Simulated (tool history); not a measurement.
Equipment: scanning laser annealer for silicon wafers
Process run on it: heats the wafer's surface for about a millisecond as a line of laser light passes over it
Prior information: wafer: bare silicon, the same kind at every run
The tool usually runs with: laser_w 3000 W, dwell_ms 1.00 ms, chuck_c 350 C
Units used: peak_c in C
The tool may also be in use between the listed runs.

run,hour,laser_w,dwell_ms,chuck_c,peak_c
1,0.0,3000,1.00,350,1062
2,13.6,2644,1.00,350,963
3,30.8,2862,1.00,350,1025
4,47.8,3000,1.00,350,1064
5,65.5,3000,1.00,350,1063
6,84.9,3000,1.00,311,1023
7,100.5,3000,1.00,311,1021
8,114.3,3000,1.00,373,1088
9,132.1,2621,1.00,373,979
10,145.8,2912,1.00,350,1038
11,164.8,3000,1.00,350,1063
12,181.0,3000,1.00,350,1061
13,204.2,3000,1.00,350,1063
14,225.0,3000,1.00,350,1060
15,237.2,3000,1.00,350,1062
16,262.6,3000,1.00,350,1062
17,281.3,3000,1.00,350,1063
18,302.3,3217,1.00,350,1126
19,323.4,3217,1.00,350,1122
20,338.8,3000,1.00,331,1042
21,361.4,3034,0.71,368,991
22,382.7,3000,1.12,337,1079
23,408.9,3068,0.76,312,958
24,421.4,3068,0.76,312,958
25,440.2,3000,0.93,346,1032
26,454.2,2771,0.73,376,936
27,479.3,2771,0.80,346,930
28,502.8,2771,0.99,352,996
# hour 506.4: window over the wafer cleaned
29,524.6,2771,0.99,352,983
30,548.2,3044,0.99,352,1060
31,562.8,3044,0.99,352,1060
32,577.9,3044,0.99,352,1058
33,594.3,2552,0.95,352,914
# hour 609.8: window over the wafer cleaned, once more
34,616.0,3224,1.15,316,1150
35,635.9,3000,1.06,321,1058
36,647.9,3000,1.06,324,1061
37,670.2,3057,1.17,350,1138
38,688.9,3116,0.75,359,1020
39,701.4,2921,0.79,323,950
40,724.4,2921,0.84,353,999

Each row is a separate what-if for the run after 40, all from the same tool condition, not one after another. Results?
A,745.4,3216,0.84,314,?
B,745.4,3294,1.00,350,?
C,745.4,3266,0.84,353,?
D,745.4,3000,1.17,350,?
E,745.4,3000,1.00,350,?

run,peak_c
A,1038
B,1151
C,1087
D,1115
E,1069
What these runs would have given with no unlogged condition in the tool:
run,peak_c
A,1044
B,1157
C,1093
D,1120
E,1074
